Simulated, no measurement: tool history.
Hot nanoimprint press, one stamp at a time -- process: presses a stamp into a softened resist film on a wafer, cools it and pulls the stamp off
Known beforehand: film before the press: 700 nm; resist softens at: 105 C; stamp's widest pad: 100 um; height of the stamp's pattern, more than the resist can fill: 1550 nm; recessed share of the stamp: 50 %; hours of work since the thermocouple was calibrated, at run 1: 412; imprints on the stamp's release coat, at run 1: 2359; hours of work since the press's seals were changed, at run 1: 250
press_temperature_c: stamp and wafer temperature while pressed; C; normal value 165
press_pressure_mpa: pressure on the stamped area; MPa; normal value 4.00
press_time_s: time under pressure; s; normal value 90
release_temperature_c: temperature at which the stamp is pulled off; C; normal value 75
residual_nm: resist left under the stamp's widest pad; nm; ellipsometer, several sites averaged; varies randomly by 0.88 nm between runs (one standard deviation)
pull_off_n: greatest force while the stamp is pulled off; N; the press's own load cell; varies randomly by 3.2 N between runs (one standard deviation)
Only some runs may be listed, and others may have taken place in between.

| run | day | press_temperature_c | press_pressure_mpa | press_time_s | release_temperature_c | hours of work since the thermocouple was calibrated | imprints on the stamp's release coat | hours of work since the press's seals were changed | residual_nm | pull_off_n |
|---|---|---|---|---|---|---|---|---|---|---|
| 1 | 0.000 | 165 | 4.00 | 90 | 75 | 412 | 2359 | 250 | 284.7 | 156 |
|  | 0.633 | stamp cleaned and given a new release coat |
| 2 | 0.633 | 165 | 3.68 | 90 | 75 | 417 | 0 | 256 | 297.5 | 154 |
| 3 | 0.996 | 165 | 4.00 | 90 | 75 | 422 | 39 | 261 | 285.5 | 153 |
| 4 | 1.542 | 165 | 4.00 | 90 | 75 | 430 | 98 | 268 | 285.0 | 154 |
| 5 | 1.892 | 165 | 4.00 | 90 | 75 | 435 | 136 | 273 | 286.4 | 158 |
| 6 | 2.192 | 165 | 4.00 | 90 | 75 | 439 | 169 | 277 | 287.0 | 154 |
| 7 | 2.654 | 165 | 4.00 | 90 | 75 | 445 | 219 | 283 | 285.8 | 150 |
| 8 | 3.046 | 165 | 4.00 | 90 | 75 | 451 | 262 | 289 | 285.4 | 156 |
| 9 | 3.421 | 165 | 5.94 | 90 | 75 | 456 | 303 | 294 | 236.0 | 155 |
| 10 | 3.938 | 165 | 5.94 | 90 | 75 | 463 | 358 | 301 | 236.9 | 152 |
| 11 | 4.396 | 165 | 5.94 | 90 | 75 | 469 | 408 | 308 | 236.7 | 158 |
| 12 | 4.850 | 165 | 5.94 | 90 | 75 | 476 | 458 | 314 | 236.7 | 159 |
| 13 | 5.158 | 165 | 5.94 | 90 | 75 | 480 | 491 | 318 | 235.4 | 153 |
| 14 | 5.388 | 165 | 5.94 | 90 | 75 | 483 | 516 | 321 | 235.8 | 151 |
| 15 | 5.638 | 165 | 5.94 | 90 | 75 | 486 | 543 | 325 | 236.8 | 153 |
| 16 | 5.867 | 165 | 5.22 | 81 | 75 | 490 | 568 | 328 | 263.5 | 153 |
| 17 | 6.246 | 165 | 5.22 | 81 | 75 | 495 | 609 | 333 | 262.7 | 154 |
| 18 | 6.621 | 170 | 6.24 | 67 | 75 | 500 | 650 | 338 | 216.0 | 155 |
|  | 7.075 | plate thermocouple calibrated |
| 19 | 7.271 | 174 | 4.00 | 123 | 75 | 3 | 707 | 345 | 179.3 | 158 |
| 20 | 7.538 | 174 | 4.00 | 123 | 75 | 6 | 736 | 349 | 179.9 | 149 |
| 21 | 7.783 | 155 | 5.38 | 60 | 73 | 10 | 762 | 353 | 419.3 | 155 |
| 22 | 8.254 | 155 | 5.38 | 60 | 73 | 16 | 814 | 359 | 420.3 | 158 |
| 23 | 8.758 | 163 | 5.84 | 129 | 67 | 23 | 868 | 366 | 221.8 | 181 |
| 24 | 9.183 | 174 | 2.77 | 90 | 79 | 29 | 914 | 372 | 246.3 | 143 |
| 25 | 9.542 | 165 | 3.47 | 66 | 64 | 34 | 953 | 377 | 341.0 | 193 |
| 26 | 9.817 | 176 | 3.21 | 59 | 75 | 38 | 983 | 381 | 255.9 | 153 |
| 27 | 10.304 | 165 | 4.00 | 75 | 80 | 45 | 1036 | 387 | 307.1 | 131 |
| 28 | 10.554 | 165 | 4.00 | 75 | 80 | 48 | 1063 | 391 | 305.8 | 141 |
| 29 | 10.958 | 160 | 4.00 | 87 | 75 | 54 | 1107 | 396 | 348.4 | 150 |

Here are 3 independent what-if runs from the current tool condition. What would each one return?
| A | 11.454 | 160 | 4.00 | 87 | 75 | 60 | 1161 | 403 | ? | ? |
| B | 11.454 | 175 | 4.00 | 109 | 75 | 60 | 1161 | 403 | ? | ? |
| C | 11.454 | 155 | 4.86 | 87 | 75 | 60 | 1161 | 403 | ? | ? |

| run | residual_nm | pull_off_n |
|---|---|---|
| A | 345.8 | 154 |
| B | 183.2 | 160 |
| C | 384.4 | 158 |
Without the tool's unlogged condition, the same runs would have read:
| run | residual_nm | pull_off_n |
|---|---|---|
| A | 345.7 | 154 |
| B | 183.1 | 159 |
| C | 384.3 | 157 |
